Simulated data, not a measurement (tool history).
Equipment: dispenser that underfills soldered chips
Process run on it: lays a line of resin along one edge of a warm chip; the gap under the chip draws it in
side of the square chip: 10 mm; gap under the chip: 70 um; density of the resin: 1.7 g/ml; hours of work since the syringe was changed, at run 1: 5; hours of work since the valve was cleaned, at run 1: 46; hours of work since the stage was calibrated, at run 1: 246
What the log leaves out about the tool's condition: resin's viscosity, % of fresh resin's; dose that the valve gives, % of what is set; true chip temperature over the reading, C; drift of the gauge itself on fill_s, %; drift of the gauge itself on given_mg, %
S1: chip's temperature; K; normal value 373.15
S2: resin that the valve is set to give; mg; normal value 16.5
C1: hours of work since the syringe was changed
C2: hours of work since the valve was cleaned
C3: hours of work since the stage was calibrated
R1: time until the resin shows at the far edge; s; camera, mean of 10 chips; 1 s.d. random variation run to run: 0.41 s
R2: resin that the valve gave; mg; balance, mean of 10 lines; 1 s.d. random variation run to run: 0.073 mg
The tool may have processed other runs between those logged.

run	hour	S1	S2	C1	C2	C3	R1	R2
1	0.0	373.15	16.5	5	46	246	39.5	16.04
# hour 4.5: new syringe of resin
2	8.6	373.15	16.5	3	52	252	34.1	15.88
# hour 15.6: new syringe of resin
3	16.5	373.15	16.5	1	58	258	31.4	15.92
4	24.0	372.15	16.5	6	63	263	45.2	15.82
# hour 26.7: new syringe of resin
5	32.4	372.15	16.5	4	69	269	37.9	15.85
# hour 37.5: new syringe of resin
6	39.2	373.15	16.5	1	73	273	31.7	15.66
# hour 43.4: dispensing valve cleaned and set on the balance
7	45.5	373.15	18.8	5	2	277	39.1	18.64
# hour 49.4: new syringe of resin
8	52.6	373.15	18.8	2	6	282	32.9	18.69
9	59.6	373.15	16.0	7	11	287	45.7	15.85
# hour 60.6: new syringe of resin
10	64.1	381.15	17.4	3	14	290	23.8	17.21
11	70.0	368.15	15.8	7	19	294	54.2	15.62
# hour 71.7: new syringe of resin
12	74.8	384.15	18.6	2	22	298	20.9	18.43
13	78.7	384.15	18.6	5	25	300	24.0	18.11
# hour 83.0: new syringe of resin
14	86.3	361.15	14.6	2	30	306	61.0	14.35
15	90.0	361.15	14.6	5	33	308	72.8	14.27
# hour 93.9: new syringe of resin
16	96.6	361.15	14.6	2	37	313	61.5	14.21
17	102.2	378.15	18.9	6	41	317	32.7	18.48
# hour 105.3: new syringe of resin
18	106.7	386.15	20.5	1	44	320	17.7	19.88

5 options for the next run, each taken on its own from the tool as it stands now. Forecast them:
A	111.8	385.15	17.8	5	48	324	?	?
B	111.8	373.15	16.6	5	48	324	?	?
C	111.8	386.15	20.5	5	48	324	?	?
D	111.8	372.15	16.5	5	48	324	?	?
E	111.8	363.15	18.1	5	48	324	?	?

run	R1	R2
A	23.0	17.28
B	40.9	16.07
C	22.5	19.78
D	41.7	15.99
E	62.2	17.57
The same runs, with their run-to-run variation unchanged, on a tool lacking any hidden condition would have given:
run	R1	R2
A	16.0	17.84
B	28.7	16.59
C	15.8	20.40
D	29.2	16.50
E	43.5	18.13
